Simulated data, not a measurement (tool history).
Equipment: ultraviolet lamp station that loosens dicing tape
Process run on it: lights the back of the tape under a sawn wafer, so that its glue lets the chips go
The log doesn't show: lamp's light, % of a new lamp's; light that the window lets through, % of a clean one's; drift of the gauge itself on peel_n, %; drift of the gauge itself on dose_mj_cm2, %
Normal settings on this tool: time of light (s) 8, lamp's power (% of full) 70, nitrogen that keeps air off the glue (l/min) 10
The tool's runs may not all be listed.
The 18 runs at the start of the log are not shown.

run    hour  time of light (s)  lamp's power (% of full)  nitrogen that keeps air off the glue (l/min)  hours of work of the lamp  hours of work since the window was cleaned  force that peels the tape off (N)  light that reached the tape (J/m2)
 19   962.6                  5                        64                                            11                       1155                                          90                              1.623                                 970
 20  1005.2                  8                        87                                            11                       1175                                         110                              0.384                                2150
 21  1047.5                  8                        87                                            11                       1194                                         129                              0.374                                2140
 22    1078                  8                        87                                            11                       1208                                         143                              0.358                                2080
 23  1110.5                  8                        87                                            11                       1223                                         158                              0.381                                2100
 24  1158.8                  7                        68                                             7                       1245                                         180                              1.194                                1400
 25  1191.3                  7                        68                                             7                       1260                                         195                              1.179                                1410
 26  1224.7                 11                        73                                             9                       1275                                         210                              0.363                                2340
 27  1261.2                 11                        83                                             3                       1292                                         227                              0.722                                2620
 28  1311.2                  7                        78                                             6                       1315                                         250                              1.119                                1560
 29  1341.4                 11                        71                                             6                       1329                                         264                              0.558                                2220
 30  1377.9                 14                        90                                            19                       1346                                         280                              0.181                                3540
 31  1450.9                 11                        70                                            10                       1379                                         314                              0.384                                2140

Predict each of these 5 candidate next runs independently; none follows another, all start after run 31:
  A  1508                  7                        70                                            10                       1405                                         340                                  ?                                   ?
  B  1508                  6                        70                                            10                       1405                                         340                                  ?                                   ?
  C  1508                 11                        74                                            12                       1405                                         340                                  ?                                   ?
  D  1508                  5                        70                                            17                       1405                                         340                                  ?                                   ?
  E  1508                 10                        85                                            12                       1405                                         340                                  ?                                   ?

run  force that peels the tape off (N)  light that reached the tape (J/m2)
  A                              1.005                                1360
  B                              1.398                                1160
  C                              0.317                                2210
  D                              1.362                                 950
  E                               0.29                                2300
Stripped of hidden state, with their random variation kept, the same runs would have yielded:
run  force that peels the tape off (N)  light that reached the tape (J/m2)
  A                              0.417                                2080
  B                              0.612                                1780
  C                              0.186                                3410
  D                              0.595                                1460
  E                              0.172                                3550

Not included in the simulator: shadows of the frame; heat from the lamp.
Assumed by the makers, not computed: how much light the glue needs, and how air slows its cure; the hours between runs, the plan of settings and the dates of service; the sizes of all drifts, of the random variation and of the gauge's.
